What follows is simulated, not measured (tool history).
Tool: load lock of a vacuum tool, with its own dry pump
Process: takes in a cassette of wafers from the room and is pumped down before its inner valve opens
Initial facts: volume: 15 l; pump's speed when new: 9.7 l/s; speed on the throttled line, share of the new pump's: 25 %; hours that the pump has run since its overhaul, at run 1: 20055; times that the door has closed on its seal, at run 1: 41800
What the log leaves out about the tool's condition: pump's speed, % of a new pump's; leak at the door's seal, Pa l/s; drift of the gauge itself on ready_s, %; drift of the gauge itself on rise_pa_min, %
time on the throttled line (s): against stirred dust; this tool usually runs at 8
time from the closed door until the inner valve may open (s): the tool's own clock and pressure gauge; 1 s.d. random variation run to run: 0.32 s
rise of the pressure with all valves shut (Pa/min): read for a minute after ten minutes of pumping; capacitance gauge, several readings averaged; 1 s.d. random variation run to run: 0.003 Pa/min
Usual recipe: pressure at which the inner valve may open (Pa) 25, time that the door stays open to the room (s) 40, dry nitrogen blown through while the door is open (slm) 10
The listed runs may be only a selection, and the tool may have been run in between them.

run	day	time on the throttled line (s)	pressure at which the inner valve may open (Pa)	time that the door stays open to the room (s)	dry nitrogen blown through while the door is open (slm)	hours that the pump has run since its overhaul	times that the door has closed on its seal	incoming humidity of the room's air, %	time from the closed door until the inner valve may open (s)	rise of the pressure with all valves shut (Pa/min)
1	0	8	25	40	10	20055	41800	45.7	19	0.033
2	12.242	8	25	40	10	20348	43115	46.4	19	0.031
3	19.367	8	25	40	10	20519	43881	45.7	19	0.031
4	29.117	8	25	40	10	20753	44929	46.7	19.6	0.031
5	37.121	8	25	40	10	20946	45789	46	19.2	0.031
6	47.929	8	26	40	10	21205	46950	43.2	19.3	0.033
7	62.35	8	25	25	10	21551	48499	47	18.7	0.029
8	72.121	8	23	25	10	21786	49549	44.4	19.3	0.024
9	80.638	8	23	25	10	21990	50464	46.3	19.2	0.027
10	87.296	8	33	40	10	22150	51179	43.3	18.3	0.029
11	94.304	6	25	40	10	22318	51932	47.9	17.6	0.038
12	104.388	6	25	40	10	22560	53016	48.1	17.1	0.032
13	117.483	8	31	40	10	22874	54423	44.3	18.5	0.029
# day 119.925: dry pump taken out, an overhauled one fitted
14	123.954	8	31	40	10	97	55091	45.6	18.6	0.032
15	133.254	8	31	40	10	320	56090	47.3	18.2	0.024
16	145.146	9	31	40	10	605	57368	44.7	19.4	0.034
17	158.704	9	31	40	10	931	58825	44.2	19.3	0.03
18	172.75	9	31	40	10	1268	60334	45.1	19.3	0.031
19	184.696	8	25	40	10	1555	61617	43.2	18.7	0.035
20	197.979	8	31	40	27	1873	63044	44.4	19.1	0.025
21	210.112	8	25	40	6	2164	64348	50.3	18.4	0.037
22	220.738	8	41	159	32	2420	65490	45.7	18.5	0.032
23	231.354	8	41	159	32	2674	66630	44.9	17.7	0.033
24	243.492	8	41	159	32	2966	67935	43.4	18.1	0.028
25	254.708	8	41	159	32	3235	69140	41.5	18.4	0.03
26	265.217	10	41	159	12	3487	70269	48.1	19.8	0.051
27	277.162	10	27	159	39	3774	71552	40.8	20.2	0.024
28	286.704	8	25	68	10	4003	72577	44.2	18.8	0.033
29	298.533	7	20	114	10	4287	73849	41.2	18.7	0.041
30	311.992	8	25	109	40	4610	75294	43	18.9	0.018
31	322.758	8	25	34	40	4868	76451	44.7	19.8	0.019
32	331.267	6	28	41	8	5072	77365	45.5	17.3	0.035
# day 340.188: door's seal changed, seat wiped
33	344.462	8	45	40	19	5387	460	46.8	17.9	0.023
34	356.179	8	23	40	30	5669	1718	46.8	19.2	0.017
35	364.521	8	26	51	12	5869	2614	47.7	19	0.027
36	375.112	16	34	51	12	6123	3753	43.4	24.5	0.025

What does the tool deliver on the next run?
37	382.15	16	34	51	20	6292	4509	42.8	?	?

For run 37 the tool returned time from the closed door until the inner valve may open (s) 24.4, rise of the pressure with all valves shut (Pa/min) 0.019.
The same run, on a tool lacking any hidden state, would have yielded time from the closed door until the inner valve may open (s) 24.4, rise of the pressure with all valves shut (Pa/min) 0.019.
